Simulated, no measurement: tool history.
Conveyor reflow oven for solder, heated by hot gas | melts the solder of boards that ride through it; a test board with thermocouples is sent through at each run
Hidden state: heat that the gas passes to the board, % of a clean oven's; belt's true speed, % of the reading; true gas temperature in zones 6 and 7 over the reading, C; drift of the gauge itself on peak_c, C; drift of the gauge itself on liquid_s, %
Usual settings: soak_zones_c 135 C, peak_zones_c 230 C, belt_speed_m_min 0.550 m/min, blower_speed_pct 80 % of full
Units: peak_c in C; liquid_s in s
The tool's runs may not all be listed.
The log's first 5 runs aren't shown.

| run | hour | soak_zones_c | peak_zones_c | belt_speed_m_min | blower_speed_pct | hours of work since the flux was cleaned out | hours of work since the belt drive was overhauled | hours of work since the thermocouples were changed | peak_c | liquid_s |
|---|---|---|---|---|---|---|---|---|---|---|
| 6 | 36.7 | 135 | 234 | 0.550 | 80 | 270 | 437 | 215 | 219.7 | 67.5 |
| 7 | 41.4 | 135 | 230 | 0.550 | 80 | 273 | 439 | 217 | 216.3 | 64.3 |
| 8 | 49.0 | 135 | 227 | 0.550 | 80 | 277 | 443 | 222 | 212.5 | 62.5 |
| 9 | 55.9 | 135 | 227 | 0.550 | 80 | 280 | 447 | 225 | 212.8 | 62.1 |
| 10 | 60.7 | 135 | 227 | 0.550 | 80 | 283 | 450 | 228 | 212.9 | 61.9 |
| 11 | 68.1 | 135 | 227 | 0.550 | 80 | 287 | 454 | 232 | 213.1 | 62.0 |
| 12 | 77.3 | 135 | 227 | 0.550 | 80 | 292 | 459 | 237 | 213.3 | 62.3 |
| 13 | 85.1 | 135 | 227 | 0.550 | 80 | 296 | 463 | 241 | 212.7 | 62.1 |
| 14 | 90.3 | 135 | 227 | 0.550 | 80 | 299 | 466 | 244 | 212.7 | 61.6 |
| 15 | 95.2 | 135 | 227 | 0.550 | 80 | 302 | 469 | 247 | 212.7 | 61.4 |
|  | 100.8 | flux residue cleaned out of gas plates and filters |
| 16 | 105.5 | 135 | 219 | 0.610 | 80 | 3 | 472 | 250 | 201.1 | 41.7 |
| 17 | 109.8 | 135 | 244 | 0.454 | 80 | 5 | 474 | 252 | 232.8 | 94.1 |
| 18 | 115.2 | 135 | 224 | 0.613 | 80 | 8 | 477 | 255 | 206.2 | 46.4 |
| 19 | 119.6 | 143 | 234 | 0.503 | 62 | 10 | 479 | 257 | 219.1 | 75.5 |
| 20 | 125.4 | 135 | 230 | 0.545 | 80 | 13 | 482 | 261 | 215.0 | 64.4 |
|  | 133.8 | flux residue cleaned out of gas plates and filters, once more |
| 21 | 139.4 | 131 | 231 | 0.573 | 64 | 3 | 487 | 265 | 211.8 | 54.9 |
| 22 | 147.3 | 131 | 231 | 0.573 | 64 | 7 | 492 | 270 | 212.9 | 55.9 |
| 23 | 154.3 | 127 | 227 | 0.573 | 64 | 11 | 495 | 274 | 208.2 | 49.6 |
| 24 | 163.4 | 135 | 230 | 0.551 | 80 | 16 | 500 | 279 | 217.5 | 65.6 |
| 25 | 168.6 | 122 | 233 | 0.633 | 66 | 19 | 503 | 281 | 208.6 | 44.4 |
| 26 | 173.0 | 135 | 243 | 0.550 | 60 | 21 | 506 | 284 | 224.1 | 70.6 |
| 27 | 179.6 | 144 | 232 | 0.550 | 80 | 25 | 509 | 287 | 220.2 | 71.3 |
| 28 | 184.1 | 135 | 230 | 0.550 | 67 | 27 | 512 | 290 | 213.6 | 62.2 |
| 29 | 193.9 | 132 | 230 | 0.621 | 60 | 33 | 517 | 295 | 207.2 | 45.6 |
| 30 | 201.7 | 122 | 230 | 0.622 | 87 | 37 | 521 | 299 | 212.5 | 50.0 |

5 ways to go on from here, each from the tool as it stands after run 30. What would each give?
| A | 209.2 | 128 | 230 | 0.622 | 87 | 41 | 525 | 304 | ? | ? |
| B | 209.2 | 135 | 230 | 0.550 | 60 | 41 | 525 | 304 | ? | ? |
| C | 209.2 | 139 | 230 | 0.476 | 60 | 41 | 525 | 304 | ? | ? |
| D | 209.2 | 140 | 239 | 0.550 | 83 | 41 | 525 | 304 | ? | ? |
| E | 209.2 | 122 | 232 | 0.622 | 87 | 41 | 525 | 304 | ? | ? |

| run | peak_c | liquid_s |
|---|---|---|
| A | 214.8 | 53.6 |
| B | 212.2 | 60.2 |
| C | 217.0 | 77.4 |
| D | 227.2 | 75.2 |
| E | 214.2 | 51.4 |
Without the tool's hidden state the same runs would have given:
| run | peak_c | liquid_s |
|---|---|---|
| A | 215.0 | 53.2 |
| B | 212.2 | 59.5 |
| C | 217.1 | 76.5 |
| D | 227.3 | 74.4 |
| E | 214.4 | 51.0 |

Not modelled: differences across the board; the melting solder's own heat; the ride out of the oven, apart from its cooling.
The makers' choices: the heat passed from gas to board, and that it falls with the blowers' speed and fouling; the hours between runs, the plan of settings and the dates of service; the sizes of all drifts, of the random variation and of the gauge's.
